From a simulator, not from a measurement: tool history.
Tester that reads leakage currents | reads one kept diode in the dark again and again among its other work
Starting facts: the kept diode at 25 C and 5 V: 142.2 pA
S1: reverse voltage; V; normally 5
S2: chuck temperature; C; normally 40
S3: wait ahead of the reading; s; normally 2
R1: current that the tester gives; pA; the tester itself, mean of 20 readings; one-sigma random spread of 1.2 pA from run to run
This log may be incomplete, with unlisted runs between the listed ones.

run,hour,S1,S2,S3,R1
1,0,5,40,2,417.26
2,110.2,5,40,2,417.78
3,258.8,5,40,0.66,420.22
4,431,5,40,0.66,424.41
5,544.3,2.46,40,2,294.41
6,725.5,2.46,40,2,297.39
7,862.5,5,40,0.54,433.11
8,966.3,5,40,0.54,434.42
9,1144,5,40,0.54,439.24
10,1297.7,5,40,0.54,443.18
11,1493.3,5,40,2,445.42
12,1651.3,5,40,2,448.68
13,1820,5,38,2,396.92
14,1903,1.3,20,4.39,56.58
15,2047.1,1.3,20,0.93,56.9
16,2242.4,1.3,20,0.93,57.71
# hour 2275.1: tester calibrated
17,2388.5,3.18,43,0.95,430.21
# hour 2442.3: probe card cleaned and baked
18,2524.9,3.18,43,0.95,425.25
# hour 2582.9: chuck's temperature calibrated
19,2621.3,3.36,40,1.97,332.19
20,2725.5,1.41,40,1.97,212.48
21,2825,1.03,26,0.67,69.04
22,2911.9,1.03,26,0.67,69.03
23,3039,1.03,26,0.67,69.14
24,3224,5,58,6.21,1284.18
25,3398.9,5,55,0.82,1080.53

Branching from run 25: 5 alternative next runs. What would each branch give?
A,3576.4,9.38,40,2,?
B,3576.4,10.83,42,4.4,?
C,3576.4,5,55,2.07,?
D,3576.4,9.13,25,2.7,?
E,3576.4,1.39,49,4.07,?

run,R1
A,593.05
B,719.72
C,1094.78
D,211.08
E,390.47
Stripped of hidden state, with their random variation kept, the same runs would have yielded:
run,R1
A,566.55
B,688.55
C,1062.85
D,194.28
E,379.28
